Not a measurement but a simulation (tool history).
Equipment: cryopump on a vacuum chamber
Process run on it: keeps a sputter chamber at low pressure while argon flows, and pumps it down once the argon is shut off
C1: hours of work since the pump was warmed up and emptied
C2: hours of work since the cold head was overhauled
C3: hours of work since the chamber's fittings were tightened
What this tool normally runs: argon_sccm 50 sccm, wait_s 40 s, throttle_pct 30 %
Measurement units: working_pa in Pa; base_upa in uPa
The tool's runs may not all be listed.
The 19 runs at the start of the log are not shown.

Run 20, hour 723.6: usual settings but wait_s 274 s, throttle_pct 15 %; C1 261; C2 1059; C3 2834. Result: working_pa 0.5793 Pa, base_upa 2.66 uPa.
Run 21, hour 750.1: usual settings but argon_sccm 80 sccm, wait_s 274 s, throttle_pct 32 %; C1 279; C2 1077; C3 2852. Result: working_pa 0.4437 Pa, base_upa 2.66 uPa.
Run 22, hour 788.2: usual settings but argon_sccm 89 sccm; C1 305; C2 1103; C3 2878. Result: working_pa 0.5229 Pa, base_upa 3.45 uPa.
Run 23, hour 824.9: usual settings but wait_s 66 s; C1 330; C2 1128; C3 2903. Result: working_pa 0.2941 Pa, base_upa 3.14 uPa.
Run 24, hour 871.2: usual settings but wait_s 66 s; C1 362; C2 1159; C3 2934. Result: working_pa 0.2971 Pa, base_upa 3.14 uPa.
Run 25, hour 913.4: usual settings but argon_sccm 89 sccm, wait_s 56 s, throttle_pct 37 %; C1 390; C2 1188; C3 2963. Result: working_pa 0.4352 Pa, base_upa 3.32 uPa.
Run 26, hour 957.4: usual settings but argon_sccm 89 sccm, wait_s 56 s, throttle_pct 37 %; C1 420; C2 1218; C3 2993. Result: working_pa 0.4362 Pa, base_upa 3.32 uPa.
Run 27, hour 978.9: usual settings but argon_sccm 36 sccm, wait_s 124 s, throttle_pct 24 %; C1 435; C2 1232; C3 3007. Result: working_pa 0.2663 Pa, base_upa 3.17 uPa.
Run 28, hour 1007.4: usual settings but argon_sccm 26 sccm, wait_s 222 s, throttle_pct 47 %; C1 454; C2 1252; C3 3027. Result: working_pa 0.103 Pa, base_upa 3.06 uPa.
Run 29, hour 1031.7: usual settings but argon_sccm 40 sccm, wait_s 61 s; C1 470; C2 1268; C3 3043. Result: working_pa 0.2424 Pa, base_upa 3.43 uPa.
Run 30, hour 1058.2: usual settings but argon_sccm 20 sccm, wait_s 61 s, throttle_pct 20 %; C1 488; C2 1286; C3 3061. Result: working_pa 0.1776 Pa, base_upa 3.43 uPa.
Run 31, hour 1089.3: usual settings but argon_sccm 43 sccm, wait_s 100 s, throttle_pct 52 %; C1 510; C2 1307; C3 3082. Result: working_pa 0.1563 Pa, base_upa 3.24 uPa.
Run 32, hour 1130.9: usual settings but argon_sccm 68 sccm, wait_s 201 s; C1 538; C2 1335; C3 3111. Result: working_pa 0.411 Pa, base_upa 3.24 uPa.

Forecast each of these 5 alternatives for the next run:
Run A, hour 1156.2: usual settings but wait_s 233 s; C1 555; C2 1353; C3 3128. Result: working_pa ?, base_upa ?.
Run B, hour 1156.2: usual settings but argon_sccm 24 sccm, wait_s 201 s; C1 555; C2 1353; C3 3128. Result: working_pa ?, base_upa ?.
Run C, hour 1156.2: usual settings but wait_s 53 s; C1 555; C2 1353; C3 3128. Result: working_pa ?, base_upa ?.
Run D, hour 1156.2: usual settings but argon_sccm 55 sccm; C1 555; C2 1353; C3 3128. Result: working_pa ?, base_upa ?.
Run E, hour 1156.2: usual settings but argon_sccm 43 sccm, wait_s 201 s; C1 555; C2 1353; C3 3128. Result: working_pa ?, base_upa ?.

run  working_pa  base_upa
  A      0.3059      3.31
  B      0.1453       3.3
  C      0.3059      3.62
  D      0.3364       3.8
  E      0.2623      3.27
The same runs, with their run-to-run variation unchanged, on a tool lacking any hidden condition would have given:
run  working_pa  base_upa
  A      0.2861      0.46
  B      0.1359      0.51
  C       0.286      0.89
  D      0.3145      1.06
  E      0.2452      0.43
